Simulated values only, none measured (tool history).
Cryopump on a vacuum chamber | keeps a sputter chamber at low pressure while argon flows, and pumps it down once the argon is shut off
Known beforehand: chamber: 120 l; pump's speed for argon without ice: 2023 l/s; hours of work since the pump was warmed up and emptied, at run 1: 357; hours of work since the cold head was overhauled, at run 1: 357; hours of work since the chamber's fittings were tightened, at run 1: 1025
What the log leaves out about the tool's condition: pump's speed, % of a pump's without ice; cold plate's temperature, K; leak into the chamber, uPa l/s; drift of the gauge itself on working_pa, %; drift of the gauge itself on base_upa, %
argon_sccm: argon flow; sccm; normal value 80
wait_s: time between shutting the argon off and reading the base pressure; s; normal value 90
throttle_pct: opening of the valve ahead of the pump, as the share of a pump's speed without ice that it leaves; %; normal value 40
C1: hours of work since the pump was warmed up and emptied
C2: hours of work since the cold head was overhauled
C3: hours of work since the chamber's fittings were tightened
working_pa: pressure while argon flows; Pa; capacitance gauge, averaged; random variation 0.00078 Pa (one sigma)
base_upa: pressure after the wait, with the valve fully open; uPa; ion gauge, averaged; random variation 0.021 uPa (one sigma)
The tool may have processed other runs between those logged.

{"run": 1, "hour": 0.0, "argon_sccm": 80, "wait_s": 90, "throttle_pct": 40, "C1": 357, "C2": 357, "C3": 1025, "working_pa": 0.171, "base_upa": 2.13}
{"run": 2, "hour": 16.3, "argon_sccm": 80, "wait_s": 90, "throttle_pct": 40, "C1": 369, "C2": 369, "C3": 1037, "working_pa": 0.1722, "base_upa": 2.18}
{"run": 3, "hour": 33.7, "argon_sccm": 32, "wait_s": 90, "throttle_pct": 40, "C1": 382, "C2": 382, "C3": 1050, "working_pa": 0.0697, "base_upa": 2.22}
{"run": 4, "hour": 43.2, "argon_sccm": 32, "wait_s": 90, "throttle_pct": 40, "C1": 389, "C2": 389, "C3": 1057, "working_pa": 0.07, "base_upa": 2.18}
{"run": 5, "hour": 53.1, "argon_sccm": 80, "wait_s": 90, "throttle_pct": 23, "C1": 397, "C2": 397, "C3": 1065, "working_pa": 0.2945, "base_upa": 2.16}
{"run": 6, "hour": 63.3, "argon_sccm": 80, "wait_s": 90, "throttle_pct": 23, "C1": 404, "C2": 404, "C3": 1072, "working_pa": 0.2957, "base_upa": 2.23}
{"run": 7, "hour": 70.9, "argon_sccm": 80, "wait_s": 27, "throttle_pct": 40, "C1": 410, "C2": 410, "C3": 1078, "working_pa": 0.1739, "base_upa": 2.72}
{"run": 8, "hour": 81.9, "argon_sccm": 80, "wait_s": 27, "throttle_pct": 40, "C1": 418, "C2": 418, "C3": 1086, "working_pa": 0.1737, "base_upa": 2.69}
{"run": 9, "hour": 99.1, "argon_sccm": 80, "wait_s": 27, "throttle_pct": 40, "C1": 431, "C2": 431, "C3": 1099, "working_pa": 0.1739, "base_upa": 2.71}
{"run": 10, "hour": 107.1, "argon_sccm": 80, "wait_s": 285, "throttle_pct": 40, "C1": 437, "C2": 437, "C3": 1105, "working_pa": 0.1729, "base_upa": 2.19}
{"run": 11, "hour": 117.5, "argon_sccm": 80, "wait_s": 90, "throttle_pct": 40, "C1": 445, "C2": 445, "C3": 1113, "working_pa": 0.173, "base_upa": 2.31}
{"run": 12, "hour": 126.8, "argon_sccm": 80, "wait_s": 90, "throttle_pct": 40, "C1": 452, "C2": 452, "C3": 1120, "working_pa": 0.1754, "base_upa": 2.34}
{"run": 13, "hour": 135.9, "argon_sccm": 80, "wait_s": 90, "throttle_pct": 40, "C1": 459, "C2": 459, "C3": 1127, "working_pa": 0.1748, "base_upa": 2.26}
{"run": 14, "hour": 146.2, "argon_sccm": 80, "wait_s": 90, "throttle_pct": 40, "C1": 466, "C2": 466, "C3": 1134, "working_pa": 0.175, "base_upa": 2.34}
{"run": 15, "hour": 160.7, "argon_sccm": 80, "wait_s": 83, "throttle_pct": 40, "C1": 477, "C2": 477, "C3": 1145, "working_pa": 0.1744, "base_upa": 2.44}
{"hour": 170.9, "done": "leaking fittings of the chamber tightened, without venting"}
{"run": 16, "hour": 172.7, "argon_sccm": 80, "wait_s": 83, "throttle_pct": 40, "C1": 485, "C2": 485, "C3": 1, "working_pa": 0.1738, "base_upa": 0.39}
{"run": 17, "hour": 186.5, "argon_sccm": 80, "wait_s": 43, "throttle_pct": 40, "C1": 495, "C2": 495, "C3": 12, "working_pa": 0.1744, "base_upa": 0.6}
{"run": 18, "hour": 197.6, "argon_sccm": 104, "wait_s": 131, "throttle_pct": 46, "C1": 503, "C2": 503, "C3": 20, "working_pa": 0.1986, "base_upa": 0.34}
{"run": 19, "hour": 210.1, "argon_sccm": 104, "wait_s": 131, "throttle_pct": 46, "C1": 513, "C2": 513, "C3": 29, "working_pa": 0.1993, "base_upa": 0.35}
{"run": 20, "hour": 222.7, "argon_sccm": 104, "wait_s": 50, "throttle_pct": 46, "C1": 522, "C2": 522, "C3": 39, "working_pa": 0.1993, "base_upa": 0.56}
{"run": 21, "hour": 237.6, "argon_sccm": 104, "wait_s": 50, "throttle_pct": 46, "C1": 533, "C2": 533, "C3": 50, "working_pa": 0.1981, "base_upa": 0.62}
{"run": 22, "hour": 245.1, "argon_sccm": 104, "wait_s": 50, "throttle_pct": 46, "C1": 539, "C2": 539, "C3": 56, "working_pa": 0.1989, "base_upa": 0.58}
{"run": 23, "hour": 256.1, "argon_sccm": 80, "wait_s": 223, "throttle_pct": 40, "C1": 547, "C2": 547, "C3": 64, "working_pa": 0.175, "base_upa": 0.36}
{"run": 24, "hour": 267.7, "argon_sccm": 80, "wait_s": 223, "throttle_pct": 40, "C1": 556, "C2": 556, "C3": 73, "working_pa": 0.1738, "base_upa": 0.4}
{"run": 25, "hour": 277.8, "argon_sccm": 80, "wait_s": 223, "throttle_pct": 40, "C1": 564, "C2": 564, "C3": 80, "working_pa": 0.1752, "base_upa": 0.4}
{"run": 26, "hour": 293.2, "argon_sccm": 105, "wait_s": 23, "throttle_pct": 22, "C1": 575, "C2": 575, "C3": 92, "working_pa": 0.4099, "base_upa": 1.05}
{"run": 27, "hour": 303.7, "argon_sccm": 43, "wait_s": 47, "throttle_pct": 34, "C1": 583, "C2": 583, "C3": 99, "working_pa": 0.1097, "base_upa": 0.78}
{"run": 28, "hour": 315.9, "argon_sccm": 43, "wait_s": 47, "throttle_pct": 34, "C1": 592, "C2": 592, "C3": 109, "working_pa": 0.1108, "base_upa": 0.74}
{"run": 29, "hour": 323.5, "argon_sccm": 80, "wait_s": 90, "throttle_pct": 31, "C1": 598, "C2": 598, "C3": 114, "working_pa": 0.2256, "base_upa": 0.56}
{"run": 30, "hour": 341.2, "argon_sccm": 80, "wait_s": 90, "throttle_pct": 31, "C1": 611, "C2": 611, "C3": 128, "working_pa": 0.224, "base_upa": 0.64}
{"run": 31, "hour": 357.7, "argon_sccm": 48, "wait_s": 101, "throttle_pct": 51, "C1": 623, "C2": 623, "C3": 140, "working_pa": 0.0845, "base_upa": 0.61}
{"run": 32, "hour": 366.4, "argon_sccm": 111, "wait_s": 101, "throttle_pct": 16, "C1": 630, "C2": 630, "C3": 146, "working_pa": 0.5944, "base_upa": 0.61}
{"run": 33, "hour": 377.7, "argon_sccm": 35, "wait_s": 24, "throttle_pct": 38, "C1": 638, "C2": 638, "C3": 155, "working_pa": 0.0808, "base_upa": 1.13}
{"run": 34, "hour": 395.9, "argon_sccm": 72, "wait_s": 48, "throttle_pct": 45, "C1": 652, "C2": 652, "C3": 169, "working_pa": 0.1441, "base_upa": 0.86}

Here are 4 independent what-if runs from the current tool condition. What would each one return?
{"run": "A", "hour": 410.1, "argon_sccm": 80, "wait_s": 90, "throttle_pct": 46, "C1": 663, "C2": 663, "C3": 179, "working_pa": "?", "base_upa": "?"}
{"run": "B", "hour": 410.1, "argon_sccm": 83, "wait_s": 203, "throttle_pct": 40, "C1": 663, "C2": 663, "C3": 179, "working_pa": "?", "base_upa": "?"}
{"run": "C", "hour": 410.1, "argon_sccm": 100, "wait_s": 90, "throttle_pct": 34, "C1": 663, "C2": 663, "C3": 179, "working_pa": "?", "base_upa": "?"}
{"run": "D", "hour": 410.1, "argon_sccm": 45, "wait_s": 90, "throttle_pct": 40, "C1": 663, "C2": 663, "C3": 179, "working_pa": "?", "base_upa": "?"}

run=A working_pa=0.1561 base_upa=0.70
run=B working_pa=0.1850 base_upa=0.63
run=C working_pa=0.2592 base_upa=0.69
run=D working_pa=0.1004 base_upa=0.70
Without the tool's hidden state the same runs would have given:
run=A working_pa=0.1458 base_upa=0.32
run=B working_pa=0.1742 base_upa=0.24
run=C working_pa=0.2462 base_upa=0.31
run=D working_pa=0.0945 base_upa=0.31
